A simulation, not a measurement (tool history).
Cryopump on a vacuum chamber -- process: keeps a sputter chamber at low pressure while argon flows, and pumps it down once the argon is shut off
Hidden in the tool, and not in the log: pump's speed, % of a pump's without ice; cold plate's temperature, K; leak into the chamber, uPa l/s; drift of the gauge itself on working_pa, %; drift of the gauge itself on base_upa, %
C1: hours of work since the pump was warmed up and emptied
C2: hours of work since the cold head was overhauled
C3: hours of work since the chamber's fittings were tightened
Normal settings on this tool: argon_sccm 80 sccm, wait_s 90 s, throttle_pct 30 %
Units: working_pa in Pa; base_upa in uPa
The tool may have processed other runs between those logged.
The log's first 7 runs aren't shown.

Run 8, hour 145.7: usual settings but argon_sccm 128 sccm; C1 274; C2 274; C3 1177. Result: working_pa 0.3314 Pa, base_upa 0.67 uPa.
Run 9, hour 166.3: usual settings but argon_sccm 128 sccm; C1 282; C2 282; C3 1186. Result: working_pa 0.3306 Pa, base_upa 0.69 uPa.
Run 10, hour 179.5: usual settings but argon_sccm 128 sccm; C1 288; C2 288; C3 1191. Result: working_pa 0.3321 Pa, base_upa 0.67 uPa.
Run 11, hour 205.6: usual settings but argon_sccm 128 sccm; C1 298; C2 298; C3 1202. Result: working_pa 0.3323 Pa, base_upa 0.71 uPa.
Run 12, hour 219.8: usual settings but argon_sccm 128 sccm; C1 304; C2 304; C3 1207. Result: working_pa 0.3337 Pa, base_upa 0.73 uPa.
Run 13, hour 242.5: usual settings but argon_sccm 129 sccm; C1 313; C2 313; C3 1216. Result: working_pa 0.3351 Pa, base_upa 0.71 uPa.
Run 14, hour 267.6: usual settings but argon_sccm 129 sccm; C1 323; C2 323; C3 1227. Result: working_pa 0.3349 Pa, base_upa 0.71 uPa.
Run 15, hour 285.8: usual settings but argon_sccm 114 sccm; C1 330; C2 330; C3 1234. Result: working_pa 0.2967 Pa, base_upa 0.75 uPa.
Run 16, hour 312.7: usual settings but argon_sccm 114 sccm, throttle_pct 39 %; C1 341; C2 341; C3 1245. Result: working_pa 0.2306 Pa, base_upa 0.72 uPa.
Run 17, hour 326.2: usual settings but throttle_pct 57 %; C1 347; C2 347; C3 1250. Result: working_pa 0.1104 Pa, base_upa 0.74 uPa.
Run 18, hour 339.3: usual settings but argon_sccm 96 sccm, wait_s 40 s, throttle_pct 44 %; C1 352; C2 352; C3 1256. Result: working_pa 0.1728 Pa, base_upa 0.91 uPa.
Run 19, hour 353.2: usual settings but argon_sccm 96 sccm, wait_s 40 s, throttle_pct 44 %; C1 358; C2 358; C3 1261. Result: working_pa 0.1723 Pa, base_upa 0.94 uPa.
Run 20, hour 366.7: usual settings but argon_sccm 96 sccm, wait_s 40 s, throttle_pct 44 %; C1 363; C2 363; C3 1267. Result: working_pa 0.1733 Pa, base_upa 0.98 uPa.
Run 21, hour 379.8: usual settings but argon_sccm 96 sccm, wait_s 40 s, throttle_pct 44 %; C1 368; C2 368; C3 1272. Result: working_pa 0.1725 Pa, base_upa 0.99 uPa.
Run 22, hour 391.9: usual settings but argon_sccm 96 sccm, wait_s 40 s, throttle_pct 44 %; C1 373; C2 373; C3 1277. Result: working_pa 0.1718 Pa, base_upa 0.98 uPa.
Run 23, hour 407.5: usual settings but argon_sccm 96 sccm, wait_s 40 s, throttle_pct 44 %; C1 379; C2 379; C3 1283. Result: working_pa 0.1723 Pa, base_upa 0.96 uPa.
Run 24, hour 431.7: usual settings but argon_sccm 130 sccm, throttle_pct 58 %; C1 389; C2 389; C3 1293. Result: working_pa 0.1804 Pa, base_upa 0.73 uPa.
Run 25, hour 452.4: usual settings but argon_sccm 54 sccm, wait_s 44 s, throttle_pct 27 %; C1 398; C2 398; C3 1301. Result: working_pa 0.1564 Pa, base_upa 0.95 uPa.
Run 26, hour 476.2: usual settings but argon_sccm 91 sccm, wait_s 44 s, throttle_pct 27 %; C1 407; C2 407; C3 1311. Result: working_pa 0.2631 Pa, base_upa 0.96 uPa.
Run 27, hour 487.6: usual settings but argon_sccm 91 sccm, wait_s 44 s, throttle_pct 27 %; C1 412; C2 412; C3 1315. Result: working_pa 0.2632 Pa, base_upa 0.94 uPa.
Run 28, hour 507.5: usual settings but argon_sccm 39 sccm, wait_s 38 s; C1 420; C2 420; C3 1323. Result: working_pa 0.1024 Pa, base_upa 0.99 uPa.
Run 29, hour 532.8: usual settings but argon_sccm 78 sccm, wait_s 65 s, throttle_pct 32 %; C1 430; C2 430; C3 1334. Result: working_pa 0.1891 Pa, base_upa 0.84 uPa.
Run 30, hour 544.4: usual settings but wait_s 263 s, throttle_pct 25 %; C1 435; C2 435; C3 1338. Result: working_pa 0.2538 Pa, base_upa 0.65 uPa.

What does the tool deliver on the next run?
Run 31, hour 556.5: usual settings but argon_sccm 130 sccm, wait_s 263 s, throttle_pct 25 %; C1 440; C2 440; C3 1343. Result: working_pa ?, base_upa ?.

{"run 31": {"working_pa": 0.4072, "base_upa": 0.62}}
With the hidden condition absent and the run-to-run variation left alone, this run would have shown working_pa 0.3966 Pa, base_upa 0.17 uPa.
